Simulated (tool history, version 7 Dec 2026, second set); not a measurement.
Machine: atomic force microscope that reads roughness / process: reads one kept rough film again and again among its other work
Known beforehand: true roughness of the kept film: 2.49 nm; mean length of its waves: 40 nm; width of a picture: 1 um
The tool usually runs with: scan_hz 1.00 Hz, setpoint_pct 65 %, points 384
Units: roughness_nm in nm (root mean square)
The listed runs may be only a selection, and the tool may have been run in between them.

Run 1, day 0.000: usual settings. Result: roughness_nm 2.370 nm (root mean square).
Run 2, day 1.092: usual settings. Result: roughness_nm 2.365 nm (root mean square).
Run 3, day 1.821: usual settings. Result: roughness_nm 2.339 nm (root mean square).
Run 4, day 2.854: usual settings. Result: roughness_nm 2.370 nm (root mean square).
Run 5, day 4.212: usual settings. Result: roughness_nm 2.360 nm (root mean square).
Run 6, day 5.196: usual settings. Result: roughness_nm 2.332 nm (root mean square).
Run 7, day 6.100: usual settings. Result: roughness_nm 2.354 nm (root mean square).
Run 8, day 7.375: usual settings. Result: roughness_nm 2.376 nm (root mean square).
Run 9, day 8.488: usual settings. Result: roughness_nm 2.358 nm (root mean square).
Run 10, day 10.075: usual settings but points 488. Result: roughness_nm 2.366 nm (root mean square).
Run 11, day 11.550: usual settings but points 488. Result: roughness_nm 2.335 nm (root mean square).
Run 12, day 12.521: usual settings but points 488. Result: roughness_nm 2.377 nm (root mean square).
Run 13, day 13.838: usual settings but points 854. Result: roughness_nm 2.366 nm (root mean square).
Run 14, day 15.358: usual settings but scan_hz 0.89 Hz, setpoint_pct 86 %, points 854. Result: roughness_nm 2.290 nm (root mean square).
Run 15, day 16.958: usual settings but scan_hz 0.68 Hz, points 319. Result: roughness_nm 2.374 nm (root mean square).
Run 16, day 18.404: usual settings but scan_hz 0.68 Hz, points 319. Result: roughness_nm 2.361 nm (root mean square).

Removed from this log: 4 entries logged between the listed runs. Between which two listed runs does each belong, and how does the tool's hidden state at the listed run before it compare with that at the listed run after it?
Logged between run 4 and run 5: new tip fitted (day 3.367)
  radius of the tip, nm: 5.2 -> 5.1
Logged between run 8 and run 9: new tip fitted (day 8.208)
  radius of the tip, nm: 5.2 -> 5
Logged between run 12 and run 13: new tip fitted (day 12.933)
  radius of the tip, nm: 5.2 -> 5.1; height scale over the true one, %: -0.03 -> -0.04
Logged between run 15 and run 16: new tip fitted (day 17.738)
  radius of the tip, nm: 5.2 -> 5

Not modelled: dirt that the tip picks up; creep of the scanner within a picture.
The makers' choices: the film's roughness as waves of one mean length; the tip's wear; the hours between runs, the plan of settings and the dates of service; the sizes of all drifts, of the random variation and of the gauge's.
